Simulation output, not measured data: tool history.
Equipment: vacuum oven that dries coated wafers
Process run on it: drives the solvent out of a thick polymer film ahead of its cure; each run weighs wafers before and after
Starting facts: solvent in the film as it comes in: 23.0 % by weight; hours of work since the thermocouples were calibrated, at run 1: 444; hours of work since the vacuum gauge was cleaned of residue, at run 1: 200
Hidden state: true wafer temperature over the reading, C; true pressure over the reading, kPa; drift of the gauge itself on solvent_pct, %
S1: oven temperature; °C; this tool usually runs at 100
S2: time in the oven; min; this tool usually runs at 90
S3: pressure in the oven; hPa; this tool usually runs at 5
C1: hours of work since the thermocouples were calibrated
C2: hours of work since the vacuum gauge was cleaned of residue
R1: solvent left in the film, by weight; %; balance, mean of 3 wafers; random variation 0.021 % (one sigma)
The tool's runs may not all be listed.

run,day,S1,S2,S3,C1,C2,R1
1,0,100,90,5,444,200,1.09
2,0.521,100,102,5,451,207,0.81
3,1.258,100,90,4.36,461,217,1.07
4,1.958,100,90,4.36,470,226,1.1
5,2.712,100,56,5,480,236,2.93
6,3.346,100,56,5,488,244,2.91
7,3.796,100,56,5,494,250,2.91
8,4.45,100,141,5,503,259,0.49
9,5.242,100,104,5,513,269,0.79
10,5.746,100,104,5,520,276,0.79
11,6.304,100,104,5,527,283,0.77
12,6.742,100,90,3.28,533,289,1.01
13,7.533,100,90,5,543,299,1.07
14,8.258,100,90,5,553,309,1.11
15,8.975,85,90,5,562,318,5.51
16,9.454,100,90,5,568,325,1.1
17,10.192,100,90,17.71,578,334,1.78
18,10.879,100,90,17.71,587,343,1.78
19,11.542,91,107,4.51,596,352,2.41
20,12.271,91,107,4.51,605,362,2.38
21,12.85,100,90,3.65,613,369,1.02
22,13.417,100,78,7.29,620,377,1.6
23,13.792,112,81,8.44,625,382,0.45
24,14.638,100,96,9.79,636,393,1.23
# day 14.85: oven's thermocouples calibrated
25,15.175,100,96,9.79,4,399,1.3
26,16.092,85,85,5,16,411,6.16
27,16.917,100,90,2.52,27,422,1.08
28,17.367,113,90,2.52,33,428,0.18
29,17.738,95,90,3.26,38,433,2.19
30,18.458,95,118,3.33,47,442,1.27
31,18.979,95,99,15.83,54,449,2.62
32,19.488,95,123,6.75,61,455,1.34
33,20.279,99,123,6.34,71,466,0.79

Measured less the same run without the tool's hidden state. The same run-to-run variation is in both; the gauge's scatter may not be:
run,R1
1,-0.02
2,+0
3,-0.02
4,-0.02
5,-0.09
6,-0.09
7,-0.09
8,+0.03
9,+0
10,+0
11,+0.01
12,-0.02
13,-0.02
14,-0.02
15,-0.13
16,-0.02
17,-0.03
18,-0.03
19,-0.07
20,-0.07
21,-0.02
22,-0.05
23,+0.02
24,-0.02
25,+0.08
26,+0.14
27,+0.08
28,+0.05
29,+0.11
30,+0.1
31,+0.11
32,+0.1
33,+0.09

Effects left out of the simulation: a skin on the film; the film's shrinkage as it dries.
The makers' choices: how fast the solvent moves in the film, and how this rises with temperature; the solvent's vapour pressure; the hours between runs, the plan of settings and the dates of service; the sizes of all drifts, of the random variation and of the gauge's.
